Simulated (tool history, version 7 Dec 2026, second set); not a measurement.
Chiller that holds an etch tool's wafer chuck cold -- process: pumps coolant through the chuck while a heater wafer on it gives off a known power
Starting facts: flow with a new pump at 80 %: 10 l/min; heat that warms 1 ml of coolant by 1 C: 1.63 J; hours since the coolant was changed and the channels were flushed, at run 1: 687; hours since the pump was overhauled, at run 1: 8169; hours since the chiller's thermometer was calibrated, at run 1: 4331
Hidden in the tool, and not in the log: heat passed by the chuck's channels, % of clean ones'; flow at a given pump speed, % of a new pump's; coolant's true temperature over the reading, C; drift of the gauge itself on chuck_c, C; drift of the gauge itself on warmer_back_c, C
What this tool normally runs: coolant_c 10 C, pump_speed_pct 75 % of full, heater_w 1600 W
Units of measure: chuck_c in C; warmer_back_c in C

| run | hour | coolant_c | pump_speed_pct | heater_w | hours since the coolant was changed and the channels were flushed | hours since the pump was overhauled | hours since the chiller's thermometer was calibrated | chuck_c | warmer_back_c |
|---|---|---|---|---|---|---|---|---|---|
| 1 | 0.0 | 10 | 75 | 1600 | 687 | 8169 | 4331 | 25.3 | 7.56 |
| 2 | 106.8 | 10 | 75 | 1600 | 794 | 8276 | 4438 | 25.5 | 7.57 |
| 3 | 241.5 | 10 | 75 | 1600 | 929 | 8411 | 4573 | 25.5 | 7.58 |
| 4 | 432.6 | 10 | 75 | 936 | 1120 | 8602 | 4764 | 19.2 | 4.46 |
| 5 | 553.7 | 10 | 61 | 1600 | 1241 | 8723 | 4885 | 28.2 | 9.59 |
| 6 | 703.9 | 10 | 69 | 1600 | 1391 | 8873 | 5035 | 26.5 | 8.42 |
|  | 750.7 | chiller's thermometer calibrated |
| 7 | 804.7 | 10 | 75 | 1600 | 1491 | 8973 | 54 | 25.9 | 7.67 |
| 8 | 988.4 | 10 | 95 | 1600 | 1674 | 9157 | 238 | 23.7 | 5.97 |
|  | 1084.3 | chiller's thermometer calibrated, once more |
| 9 | 1084.3 | 10 | 95 | 1600 | 1769 | 9252 | 0 | 23.1 | 5.98 |
| 10 | 1251.3 | 15 | 67 | 1590 | 1936 | 9419 | 167 | 31.7 | 8.72 |
| 11 | 1419.1 | 15 | 67 | 1590 | 2104 | 9586 | 335 | 32.0 | 8.76 |
| 12 | 1611.2 | 19 | 68 | 1432 | 2296 | 9779 | 527 | 34.2 | 7.87 |
| 13 | 1804.8 | 2 | 75 | 2171 | 2490 | 9972 | 720 | 23.3 | 10.70 |
| 14 | 2012.5 | 2 | 75 | 2171 | 2698 | 10180 | 928 | 23.4 | 10.70 |
| 15 | 2185.7 | 14 | 94 | 2093 | 2871 | 10353 | 1101 | 31.6 | 8.11 |
| 16 | 2339.6 | 1 | 73 | 2201 | 3025 | 10507 | 1255 | 23.3 | 11.33 |
| 17 | 2489.5 | 1 | 73 | 2201 | 3175 | 10657 | 1405 | 23.6 | 11.37 |

Selected run-to-run steps in chuck_c, each split into two signed amounts: the part the tool would show with no hidden state at all (from settings, incoming material and random variation), and the remainder, which goes to the hidden state together with any gauge scatter not common to the measured and the hidden-state-free results:
Run 4 -> 5: pump_speed_pct 75 -> 61, heater_w 936 -> 1600. chuck_c +9.0 C: hidden state +1.2, all else +7.8.
Run 12 -> 13: coolant_c 19 -> 2, pump_speed_pct 68 -> 75, heater_w 1432 -> 2171. chuck_c -10.9 C: hidden state +1.1, all else -12.0.
